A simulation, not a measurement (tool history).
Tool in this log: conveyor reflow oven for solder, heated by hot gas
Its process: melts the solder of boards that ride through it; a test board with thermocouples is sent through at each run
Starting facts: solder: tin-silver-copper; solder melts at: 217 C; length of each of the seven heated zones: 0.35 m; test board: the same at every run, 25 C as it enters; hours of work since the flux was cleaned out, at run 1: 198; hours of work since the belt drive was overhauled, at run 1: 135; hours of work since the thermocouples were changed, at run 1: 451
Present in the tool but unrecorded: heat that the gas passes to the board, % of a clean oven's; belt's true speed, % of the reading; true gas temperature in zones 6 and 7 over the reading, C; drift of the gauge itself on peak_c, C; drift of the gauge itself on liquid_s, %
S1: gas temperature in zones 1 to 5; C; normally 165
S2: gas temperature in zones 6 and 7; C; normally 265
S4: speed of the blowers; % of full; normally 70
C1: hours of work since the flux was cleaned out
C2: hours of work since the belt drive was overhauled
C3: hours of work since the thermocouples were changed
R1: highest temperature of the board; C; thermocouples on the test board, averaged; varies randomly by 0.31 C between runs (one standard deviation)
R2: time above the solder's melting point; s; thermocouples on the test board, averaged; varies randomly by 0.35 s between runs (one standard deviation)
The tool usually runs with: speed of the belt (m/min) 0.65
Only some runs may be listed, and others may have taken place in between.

run 1 hour=0 | S1=165 S2=265 speed_of_the_belt_(m/min)=0.65 S4=70 | C1=198 C2=135 C3=451 | R1=252.5 R2=47.5
run 2 hour=37.7 | S1=165 S2=265 speed_of_the_belt_(m/min)=0.65 S4=70 | C1=222 C2=159 C3=475 | R1=252.9 R2=47.4
run 3 hour=100.2 | S1=165 S2=265 speed_of_the_belt_(m/min)=0.65 S4=70 | C1=261 C2=199 C3=514 | R1=252.5 R2=47.4
run 4 hour=141.8 | S1=165 S2=265 speed_of_the_belt_(m/min)=0.65 S4=70 | C1=287 C2=225 C3=541 | R1=252.8 R2=47.2
run 5 hour=209.4 | S1=165 S2=265 speed_of_the_belt_(m/min)=0.65 S4=70 | C1=330 C2=267 C3=583 | R1=253.3 R2=47.4
run 6 hour=242.1 | S1=165 S2=265 speed_of_the_belt_(m/min)=0.65 S4=70 | C1=351 C2=288 C3=604 | R1=252.6 R2=47
run 7 hour=276.9 | S1=165 S2=265 speed_of_the_belt_(m/min)=0.65 S4=70 | C1=372 C2=310 C3=626 | R1=252.4 R2=47
-- hour=305.1 flux residue cleaned out of gas plates and filters
run 8 hour=341.3 | S1=161 S2=265 speed_of_the_belt_(m/min)=0.65 S4=70 | C1=23 C2=348 C3=663 | R1=252.7 R2=46.2
run 9 hour=382.3 | S1=165 S2=265 speed_of_the_belt_(m/min)=0.65 S4=70 | C1=49 C2=373 C3=689 | R1=252.4 R2=47.4
run 10 hour=437.3 | S1=165 S2=265 speed_of_the_belt_(m/min)=0.65 S4=70 | C1=83 C2=408 C3=724 | R1=253.1 R2=47.6
run 11 hour=488.1 | S1=165 S2=265 speed_of_the_belt_(m/min)=0.65 S4=70 | C1=115 C2=440 C3=756 | R1=253.1 R2=48
run 12 hour=530.5 | S1=165 S2=265 speed_of_the_belt_(m/min)=0.65 S4=70 | C1=142 C2=467 C3=783 | R1=252.7 R2=47.8
run 13 hour=604.2 | S1=165 S2=265 speed_of_the_belt_(m/min)=0.65 S4=70 | C1=189 C2=513 C3=829 | R1=252.9 R2=48.1
run 14 hour=673.5 | S1=165 S2=265 speed_of_the_belt_(m/min)=0.65 S4=70 | C1=232 C2=557 C3=873 | R1=253.1 R2=47.4
run 15 hour=748.6 | S1=165 S2=265 speed_of_the_belt_(m/min)=0.65 S4=70 | C1=280 C2=605 C3=920 | R1=252.8 R2=47.7
run 16 hour=800.3 | S1=165 S2=265 speed_of_the_belt_(m/min)=0.65 S4=70 | C1=313 C2=637 C3=953 | R1=252.7 R2=47.5
run 17 hour=855.2 | S1=165 S2=265 speed_of_the_belt_(m/min)=0.736 S4=51 | C1=347 C2=672 C3=988 | R1=244.6 R2=34.8
-- hour=919.1 flux residue cleaned out of gas plates and filters
run 18 hour=933.5 | S1=165 S2=265 speed_of_the_belt_(m/min)=0.736 S4=51 | C1=9 C2=718 C3=1034 | R1=244.5 R2=35.1
run 19 hour=972.2 | S1=152 S2=265 speed_of_the_belt_(m/min)=0.736 S4=54 | C1=33 C2=742 C3=1058 | R1=242.8 R2=31.1
run 20 hour=1037.8 | S1=152 S2=269 speed_of_the_belt_(m/min)=0.667 S4=80 | C1=75 C2=784 C3=1100 | R1=255.7 R2=44.9
run 21 hour=1087.2 | S1=152 S2=269 speed_of_the_belt_(m/min)=0.667 S4=80 | C1=106 C2=815 C3=1131 | R1=255.7 R2=44.8
run 22 hour=1154.6 | S1=152 S2=269 speed_of_the_belt_(m/min)=0.667 S4=80 | C1=149 C2=858 C3=1173 | R1=256 R2=44.7
run 23 hour=1188.7 | S1=167 S2=269 speed_of_the_belt_(m/min)=0.667 S4=80 | C1=170 C2=879 C3=1195 | R1=257.6 R2=49.7
run 24 hour=1247.2 | S1=159 S2=272 speed_of_the_belt_(m/min)=0.729 S4=54 | C1=207 C2=916 C3=1232 | R1=250.6 R2=38.3
run 25 hour=1305 | S1=165 S2=263 speed_of_the_belt_(m/min)=0.727 S4=54 | C1=244 C2=953 C3=1268 | R1=244.4 R2=36
run 26 hour=1336 | S1=174 S2=279 speed_of_the_belt_(m/min)=0.65 S4=58 | C1=263 C2=972 C3=1288 | R1=264.4 R2=55.9
run 27 hour=1386 | S1=174 S2=279 speed_of_the_belt_(m/min)=0.569 S4=70 | C1=295 C2=1004 C3=1319 | R1=270.6 R2=66.5
run 28 hour=1437.9 | S1=164 S2=254 speed_of_the_belt_(m/min)=0.569 S4=70 | C1=327 C2=1036 C3=1352 | R1=245.8 R2=51.1
-- hour=1476 thermocouples of zones 6 and 7 changed
run 29 hour=1509.1 | S1=165 S2=265 speed_of_the_belt_(m/min)=0.77 S4=54 | C1=371 C2=1080 C3=21 | R1=243.9 R2=32.6
-- hour=1535.3 flux residue cleaned out of gas plates and filters
run 30 hour=1571.4 | S1=165 S2=265 speed_of_the_belt_(m/min)=0.543 S4=73 | C1=23 C2=1116 C3=57 | R1=257.3 R2=60.9

4 ways to go on from here, each from the tool as it stands after run 30. What would each give?
run A hour=1636.9 | S1=177 S2=265 speed_of_the_belt_(m/min)=0.675 S4=81 | C1=64 C2=1158 C3=98 | R1=? R2=?
run B hour=1636.9 | S1=165 S2=260 speed_of_the_belt_(m/min)=0.65 S4=70 | C1=64 C2=1158 C3=98 | R1=? R2=?
run C hour=1636.9 | S1=152 S2=265 speed_of_the_belt_(m/min)=0.65 S4=70 | C1=64 C2=1158 C3=98 | R1=? R2=?
run D hour=1636.9 | S1=176 S2=265 speed_of_the_belt_(m/min)=0.591 S4=67 | C1=64 C2=1158 C3=98 | R1=? R2=?

run=A R1=255.1 R2=50.1
run=B R1=247.8 R2=45.1
run=C R1=250.9 R2=43.5
run=D R1=256.2 R2=58.6
Take away the tool's hidden state, keep each run's random variation, and the runs would have read:
run=A R1=255.1 R2=50
run=B R1=247.8 R2=45
run=C R1=250.9 R2=43.4
run=D R1=256.2 R2=58.5

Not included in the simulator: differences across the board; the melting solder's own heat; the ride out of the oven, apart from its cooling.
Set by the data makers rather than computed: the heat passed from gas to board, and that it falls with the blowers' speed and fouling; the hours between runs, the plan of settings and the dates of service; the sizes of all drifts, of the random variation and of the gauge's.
